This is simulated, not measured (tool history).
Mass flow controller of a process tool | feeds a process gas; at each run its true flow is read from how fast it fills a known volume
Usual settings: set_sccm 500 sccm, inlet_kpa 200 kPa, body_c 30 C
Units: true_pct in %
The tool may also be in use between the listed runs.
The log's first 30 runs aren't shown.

| run | hour | set_sccm | inlet_kpa | body_c | true_pct |
|---|---|---|---|---|---|
| 31 | 2417 | 345 | 215 | 39 | 99.2 |
| 32 | 2477 | 144 | 215 | 32 | 98.01 |
| 33 | 2580.1 | 144 | 215 | 32 | 98 |
| 34 | 2683 | 181 | 206 | 30 | 97.96 |
| 35 | 2763.9 | 181 | 206 | 30 | 97.83 |
| 36 | 2816.8 | 559 | 203 | 31 | 99.29 |
| 37 | 2864.7 | 207 | 204 | 31 | 98.1 |
| 38 | 2931.6 | 461 | 204 | 20 | 97.89 |
| 39 | 3032.3 | 204 | 143 | 30 | 97.88 |
| 40 | 3122.1 | 204 | 143 | 30 | 97.91 |
| 41 | 3185.7 | 204 | 143 | 30 | 97.94 |
| 42 | 3289.8 | 897 | 277 | 29 | 100.26 |
| 43 | 3349.3 | 452 | 218 | 29 | 98.75 |
| 44 | 3412.7 | 319 | 148 | 23 | 97.74 |
| 45 | 3477.6 | 113 | 244 | 20 | 96.82 |
| 46 | 3568.4 | 113 | 244 | 20 | 96.86 |
| 47 | 3656.8 | 113 | 244 | 20 | 96.82 |
| 48 | 3758.6 | 113 | 200 | 35 | 98.16 |
| 49 | 3856.4 | 113 | 200 | 35 | 98.08 |

Forecast each of these 3 alternatives for the next run:
| A | 3955.5 | 580 | 200 | 26 | ? |
| B | 3955.5 | 114 | 180 | 30 | ? |
| C | 3955.5 | 409 | 200 | 30 | ? |

| run | true_pct |
|---|---|
| A | 98.66 |
| B | 97.6 |
| C | 98.6 |
Without the tool's hidden state the same runs would have given:
| run | true_pct |
|---|---|
| A | 98.66 |
| B | 97.61 |
| C | 98.6 |
